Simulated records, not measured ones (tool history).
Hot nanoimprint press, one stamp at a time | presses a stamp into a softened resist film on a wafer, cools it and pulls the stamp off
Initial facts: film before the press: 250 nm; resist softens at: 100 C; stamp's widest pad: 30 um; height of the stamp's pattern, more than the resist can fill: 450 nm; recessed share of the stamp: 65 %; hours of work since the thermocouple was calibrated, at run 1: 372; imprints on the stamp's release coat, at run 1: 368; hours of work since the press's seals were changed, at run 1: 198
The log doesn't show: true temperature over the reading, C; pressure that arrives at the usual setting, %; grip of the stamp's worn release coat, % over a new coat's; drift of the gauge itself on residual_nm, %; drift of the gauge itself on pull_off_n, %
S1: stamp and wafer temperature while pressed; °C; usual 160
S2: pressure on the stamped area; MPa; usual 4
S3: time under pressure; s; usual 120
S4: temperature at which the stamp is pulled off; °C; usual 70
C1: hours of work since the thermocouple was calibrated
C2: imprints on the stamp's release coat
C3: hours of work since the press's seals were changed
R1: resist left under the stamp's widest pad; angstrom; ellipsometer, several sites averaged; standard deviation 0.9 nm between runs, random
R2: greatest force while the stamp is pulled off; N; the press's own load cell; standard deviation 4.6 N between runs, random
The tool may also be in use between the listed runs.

Run 1, hour 0: usual settings; C1 372; C2 368; C3 198. Result: R1 1382 angstrom, R2 226 N.
Run 2, hour 5: usual settings but S4 71 °C; C1 376; C2 383; C3 202. Result: R1 1376 angstrom, R2 221 N.
Run 3, hour 11.2: usual settings but S1 171 °C; C1 380; C2 401; C3 206. Result: R1 842 angstrom, R2 226 N.
Run 4, hour 20.2: usual settings but S1 171 °C, S3 103 s; C1 387; C2 428; C3 212. Result: R1 887 angstrom, R2 224 N.
Run 5, hour 29.4: usual settings but S1 171 °C, S3 103 s; C1 393; C2 454; C3 219. Result: R1 897 angstrom, R2 222 N.
Run 6, hour 34.8: usual settings but S1 171 °C, S3 103 s; C1 397; C2 470; C3 223. Result: R1 892 angstrom, R2 222 N.
Run 7, hour 39.4: usual settings but S1 171 °C, S2 3.73 MPa, S3 103 s; C1 400; C2 483; C3 226. Result: R1 924 angstrom, R2 225 N.
Run 8, hour 44.4: usual settings but S1 171 °C, S2 3.73 MPa, S3 103 s; C1 403; C2 498; C3 229. Result: R1 917 angstrom, R2 225 N.
At hour 51.9: plate thermocouple calibrated.
Run 9, hour 51.9: usual settings but S1 171 °C, S2 3.73 MPa, S3 103 s; C1 0; C2 511; C3 232. Result: R1 942 angstrom, R2 225 N.
Run 10, hour 58.1: usual settings but S1 171 °C, S2 3.73 MPa, S3 103 s; C1 4; C2 529; C3 237. Result: R1 932 angstrom, R2 225 N.
Run 11, hour 65.9: usual settings but S1 171 °C, S2 5.57 MPa, S3 103 s; C1 10; C2 552; C3 242. Result: R1 735 angstrom, R2 217 N.
Run 12, hour 71.8: usual settings but S2 5.48 MPa; C1 14; C2 569; C3 246. Result: R1 1191 angstrom, R2 225 N.
Run 13, hour 79.5: usual settings but S2 5.48 MPa; C1 19; C2 592; C3 252. Result: R1 1186 angstrom, R2 218 N.
Run 14, hour 87.5: usual settings but S2 5.48 MPa; C1 25; C2 615; C3 257. Result: R1 1181 angstrom, R2 234 N.
Run 15, hour 95.7: usual settings; C1 31; C2 639; C3 263. Result: R1 1386 angstrom, R2 237 N.
Run 16, hour 103.9: usual settings but S1 150 °C, S2 4.61 MPa, S3 198 s; C1 36; C2 663; C3 269. Result: R1 1735 angstrom, R2 221 N.
Run 17, hour 113: usual settings but S1 150 °C, S2 4.61 MPa, S3 198 s; C1 43; C2 690; C3 275. Result: R1 1728 angstrom, R2 223 N.
Run 18, hour 117.7: usual settings but S1 162 °C, S2 4.4 MPa; C1 46; C2 703; C3 278. Result: R1 1204 angstrom, R2 225 N.
Run 19, hour 124.9: usual settings but S1 148 °C, S2 5.78 MPa, S4 69 °C; C1 51; C2 724; C3 283. Result: R1 1919 angstrom, R2 239 N.
Run 20, hour 132: usual settings but S1 148 °C, S2 5.78 MPa, S3 135 s, S4 57 °C; C1 56; C2 745; C3 288. Result: R1 1874 angstrom, R2 291 N.
Run 21, hour 137.9: usual settings but S1 153 °C, S2 2.71 MPa, S3 66 s, S4 72 °C; C1 60; C2 762; C3 293. Result: R1 2212 angstrom, R2 232 N.
Run 22, hour 145.4: usual settings but S1 153 °C, S2 2.71 MPa, S3 66 s, S4 72 °C; C1 65; C2 784; C3 298. Result: R1 2202 angstrom, R2 221 N.
Run 23, hour 152.8: usual settings but S1 150 °C, S3 196 s; C1 70; C2 806; C3 303. Result: R1 1824 angstrom, R2 227 N.
Run 24, hour 161.5: usual settings but S1 150 °C, S3 196 s; C1 77; C2 831; C3 309. Result: R1 1831 angstrom, R2 236 N.
Run 25, hour 165.8: usual settings but S1 150 °C, S3 196 s; C1 80; C2 844; C3 312. Result: R1 1803 angstrom, R2 221 N.
Run 26, hour 170: usual settings but S1 150 °C, S2 2.73 MPa, S3 196 s, S4 74 °C; C1 82; C2 856; C3 315. Result: R1 2044 angstrom, R2 203 N.
Run 27, hour 178.2: usual settings but S1 164 °C, S2 6.35 MPa; C1 88; C2 880; C3 321. Result: R1 902 angstrom, R2 229 N.
Run 28, hour 184.3: usual settings but S1 164 °C, S2 6.35 MPa; C1 92; C2 898; C3 325. Result: R1 895 angstrom, R2 227 N.
Run 29, hour 188.2: usual settings but S1 155 °C, S3 83 s; C1 95; C2 909; C3 328. Result: R1 1831 angstrom, R2 233 N.

Forecast each of these 5 alternatives for the next run:
Run A, hour 192.1: usual settings but S1 164 °C, S3 83 s; C1 98; C2 921; C3 330. Result: R1 ?, R2 ?.
Run B, hour 192.1: usual settings but S2 3.82 MPa, S3 125 s; C1 98; C2 921; C3 330. Result: R1 ?, R2 ?.
Run C, hour 192.1: usual settings but S1 155 °C, S2 4.74 MPa, S3 83 s; C1 98; C2 921; C3 330. Result: R1 ?, R2 ?.
Run D, hour 192.1: usual settings but S1 155 °C, S2 5.28 MPa, S3 164 s, S4 71 °C; C1 98; C2 921; C3 330. Result: R1 ?, R2 ?.
Run E, hour 192.1: usual settings but S1 155 °C, S2 5.07 MPa, S3 83 s; C1 98; C2 921; C3 330. Result: R1 ?, R2 ?.

run    R1   R2
  A  1301  225
  B  1394  221
  C  1733  224
  D  1382  229
  E  1695  229
Without the tool's unlogged condition, the same runs would have read:
run    R1   R2
  A  1301  223
  B  1394  219
  C  1733  222
  D  1382  226
  E  1694  227
